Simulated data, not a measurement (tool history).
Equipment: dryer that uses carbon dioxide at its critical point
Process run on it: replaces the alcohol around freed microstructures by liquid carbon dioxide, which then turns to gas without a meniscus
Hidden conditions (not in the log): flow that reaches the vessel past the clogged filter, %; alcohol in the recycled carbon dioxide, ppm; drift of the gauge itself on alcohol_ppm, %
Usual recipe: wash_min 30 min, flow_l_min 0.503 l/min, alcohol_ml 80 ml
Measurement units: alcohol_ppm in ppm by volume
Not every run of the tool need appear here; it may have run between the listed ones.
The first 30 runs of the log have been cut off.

| run | day | wash_min | flow_l_min | alcohol_ml | hours of work since the filter was changed | hours of work since the purifier's bed was changed | alcohol_ppm |
|---|---|---|---|---|---|---|---|
| 31 | 12.142 | 34 | 0.471 | 36 | 273 | 172 | 94 |
| 32 | 12.629 | 29 | 0.405 | 115 | 277 | 176 | 698 |
| 33 | 12.979 | 30 | 0.33 | 104 | 280 | 179 | 1202 |
| 34 | 13.325 | 31 | 0.503 | 32 | 283 | 182 | 87 |
| 35 | 13.717 | 39 | 0.433 | 80 | 286 | 186 | 112 |
| 36 | 14.275 | 30 | 0.417 | 101 | 291 | 190 | 468 |
| 37 | 14.588 | 30 | 0.503 | 32 | 294 | 193 | 100 |
| 38 | 15.025 | 30 | 0.503 | 32 | 297 | 197 | 99 |

Consider 5 possible next runs. They are alternatives, not a sequence: every one starts from the tool as it was left by run 38. What does each give?
| A | 15.308 | 23 | 0.503 | 66 | 300 | 199 | ? |
| B | 15.308 | 30 | 0.503 | 30 | 300 | 199 | ? |
| C | 15.308 | 38 | 0.433 | 23 | 300 | 199 | ? |
| D | 15.308 | 19 | 0.503 | 101 | 300 | 199 | ? |
| E | 15.308 | 37 | 0.503 | 22 | 300 | 199 | ? |

| run | alcohol_ppm |
|---|---|
| A | 444 |
| B | 101 |
| C | 75 |
| D | 1365 |
| E | 69 |
Without the tool's unlogged condition, the same runs would have read:
| run | alcohol_ppm |
|---|---|
| A | 348 |
| B | 46 |
| C | 25 |
| D | 1181 |
| E | 21 |

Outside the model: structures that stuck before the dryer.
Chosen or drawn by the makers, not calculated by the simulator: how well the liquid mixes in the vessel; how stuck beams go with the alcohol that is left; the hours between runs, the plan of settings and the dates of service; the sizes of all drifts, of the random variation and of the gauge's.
